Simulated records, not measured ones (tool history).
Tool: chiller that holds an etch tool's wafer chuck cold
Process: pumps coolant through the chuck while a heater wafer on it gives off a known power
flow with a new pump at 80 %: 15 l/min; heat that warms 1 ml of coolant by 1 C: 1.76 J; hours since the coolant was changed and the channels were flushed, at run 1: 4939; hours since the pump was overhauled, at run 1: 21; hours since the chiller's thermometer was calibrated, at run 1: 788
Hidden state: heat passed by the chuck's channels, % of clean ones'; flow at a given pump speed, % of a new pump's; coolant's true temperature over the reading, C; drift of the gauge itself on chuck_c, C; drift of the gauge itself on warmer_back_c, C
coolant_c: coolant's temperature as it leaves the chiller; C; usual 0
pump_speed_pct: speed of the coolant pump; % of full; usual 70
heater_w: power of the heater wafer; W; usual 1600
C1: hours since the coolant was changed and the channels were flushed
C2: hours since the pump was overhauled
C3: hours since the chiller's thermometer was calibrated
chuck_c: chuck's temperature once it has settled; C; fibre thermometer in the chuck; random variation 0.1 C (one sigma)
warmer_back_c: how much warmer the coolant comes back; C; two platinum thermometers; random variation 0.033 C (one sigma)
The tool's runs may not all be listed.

Run 1, day 0.000: usual settings; C1 4939; C2 21; C3 788. Result: chuck_c 13.8 C, warmer_back_c 4.17 C.
Run 2, day 1.271: usual settings; C1 4970; C2 51; C3 818. Result: chuck_c 13.6 C, warmer_back_c 4.16 C.
Run 3, day 2.938: usual settings but coolant_c 2 C; C1 5010; C2 91; C3 859. Result: chuck_c 15.9 C, warmer_back_c 4.17 C.
Run 4, day 5.158: usual settings but coolant_c 2 C; C1 5063; C2 145; C3 912. Result: chuck_c 15.9 C, warmer_back_c 4.22 C.
Run 5, day 6.329: usual settings but coolant_c 2 C; C1 5091; C2 173; C3 940. Result: chuck_c 16.0 C, warmer_back_c 4.16 C.
Run 6, day 8.667: usual settings but coolant_c 2 C; C1 5147; C2 229; C3 996. Result: chuck_c 15.7 C, warmer_back_c 4.22 C.
Run 7, day 10.612: usual settings but coolant_c 2 C; C1 5194; C2 276; C3 1043. Result: chuck_c 16.0 C, warmer_back_c 4.18 C.
Run 8, day 11.588: usual settings but coolant_c 2 C; C1 5218; C2 299; C3 1066. Result: chuck_c 15.8 C, warmer_back_c 4.27 C.
Run 9, day 12.962: usual settings but coolant_c 2 C; C1 5251; C2 332; C3 1099. Result: chuck_c 16.0 C, warmer_back_c 4.27 C.
Run 10, day 14.688: usual settings; C1 5292; C2 374; C3 1141. Result: chuck_c 14.1 C, warmer_back_c 4.18 C.
At day 15.479: coolant changed, channels flushed.
Run 11, day 16.000: usual settings but pump_speed_pct 62 % of full; C1 13; C2 399; C3 1166. Result: chuck_c 13.6 C, warmer_back_c 4.80 C.
Run 12, day 17.433: usual settings but pump_speed_pct 62 % of full; C1 47; C2 433; C3 1200. Result: chuck_c 13.4 C, warmer_back_c 4.76 C.
Run 13, day 19.521: usual settings but pump_speed_pct 62 % of full; C1 97; C2 483; C3 1251. Result: chuck_c 13.5 C, warmer_back_c 4.81 C.
Run 14, day 21.525: usual settings but pump_speed_pct 62 % of full, heater_w 1747 W; C1 145; C2 532; C3 1299. Result: chuck_c 14.9 C, warmer_back_c 5.18 C.
Run 15, day 22.975: usual settings but pump_speed_pct 62 % of full, heater_w 1747 W; C1 180; C2 566; C3 1333. Result: chuck_c 15.0 C, warmer_back_c 5.28 C.
Run 16, day 25.283: usual settings but coolant_c 5 C; C1 235; C2 622; C3 1389. Result: chuck_c 17.2 C, warmer_back_c 4.29 C.
At day 25.671: coolant pump overhauled.
Run 17, day 27.508: usual settings but coolant_c 8 C, heater_w 1704 W; C1 284; C2 44; C3 1437. Result: chuck_c 21.1 C, warmer_back_c 4.60 C.
Run 18, day 29.292: usual settings but pump_speed_pct 72 % of full; C1 327; C2 87; C3 1480. Result: chuck_c 12.2 C, warmer_back_c 4.15 C.
At day 31.254: coolant pump overhauled, once more.
Run 19, day 31.254: usual settings but pump_speed_pct 72 % of full; C1 369; C2 0; C3 1522. Result: chuck_c 11.9 C, warmer_back_c 4.07 C.
Run 20, day 33.471: usual settings but pump_speed_pct 72 % of full; C1 422; C2 53; C3 1575. Result: chuck_c 11.6 C, warmer_back_c 4.07 C.
Run 21, day 35.571: usual settings but coolant_c -6 C, heater_w 938 W; C1 472; C2 104; C3 1626. Result: chuck_c 0.8 C, warmer_back_c 2.48 C.
Run 22, day 37.908: usual settings but pump_speed_pct 84 % of full, heater_w 1210 W; C1 528; C2 160; C3 1682. Result: chuck_c 7.7 C, warmer_back_c 2.64 C.
Run 23, day 40.288: usual settings but coolant_c -1 C, pump_speed_pct 71 % of full, heater_w 1210 W; C1 585; C2 217; C3 1739. Result: chuck_c 7.9 C, warmer_back_c 3.19 C.
Run 24, day 42.100: usual settings but coolant_c -7 C, heater_w 806 W; C1 629; C2 260; C3 1782. Result: chuck_c -1.2 C, warmer_back_c 2.11 C.
Run 25, day 43.804: usual settings but coolant_c -3 C, heater_w 806 W; C1 670; C2 301; C3 1823. Result: chuck_c 3.1 C, warmer_back_c 2.10 C.
Run 26, day 45.558: usual settings but coolant_c -3 C, heater_w 806 W; C1 712; C2 343; C3 1865. Result: chuck_c 3.0 C, warmer_back_c 2.12 C.
Run 27, day 47.154: usual settings but coolant_c -3 C, heater_w 806 W; C1 750; C2 382; C3 1904. Result: chuck_c 2.9 C, warmer_back_c 2.09 C.
Run 28, day 49.296: usual settings but pump_speed_pct 65 % of full; C1 802; C2 433; C3 1955. Result: chuck_c 13.1 C, warmer_back_c 4.60 C.
Run 29, day 51.662: usual settings but coolant_c -1 C, heater_w 1053 W; C1 858; C2 490; C3 2012. Result: chuck_c 7.0 C, warmer_back_c 2.85 C.
Run 30, day 53.892: usual settings but coolant_c -4 C, pump_speed_pct 62 % of full, heater_w 2283 W; C1 912; C2 543; C3 2065. Result: chuck_c 15.6 C, warmer_back_c 6.89 C.
Run 31, day 55.496: usual settings but coolant_c -7 C, pump_speed_pct 88 % of full, heater_w 2283 W; C1 950; C2 582; C3 2104. Result: chuck_c 7.5 C, warmer_back_c 4.74 C.

Forecast each of these 4 alternatives for the next run:
Run A, day 57.558: usual settings but coolant_c 3 C; C1 1000; C2 631; C3 2153. Result: chuck_c ?, warmer_back_c ?.
Run B, day 57.558: usual settings but coolant_c 6 C, pump_speed_pct 78 % of full, heater_w 1090 W; C1 1000; C2 631; C3 2153. Result: chuck_c ?, warmer_back_c ?.
Run C, day 57.558: usual settings but coolant_c -7 C, pump_speed_pct 82 % of full, heater_w 1881 W; C1 1000; C2 631; C3 2153. Result: chuck_c ?, warmer_back_c ?.
Run D, day 57.558: usual settings but coolant_c -2 C, pump_speed_pct 89 % of full, heater_w 1122 W; C1 1000; C2 631; C3 2153. Result: chuck_c ?, warmer_back_c ?.

run  chuck_c  warmer_back_c
  A     15.2           4.24
  B     13.3           2.59
  C      5.6           4.20
  D      5.0           2.27
Without the tool's hidden state the same runs would have given:
run  chuck_c  warmer_back_c
  A     15.1           4.18
  B     13.3           2.56
  C      5.5           4.14
  D      5.0           2.24
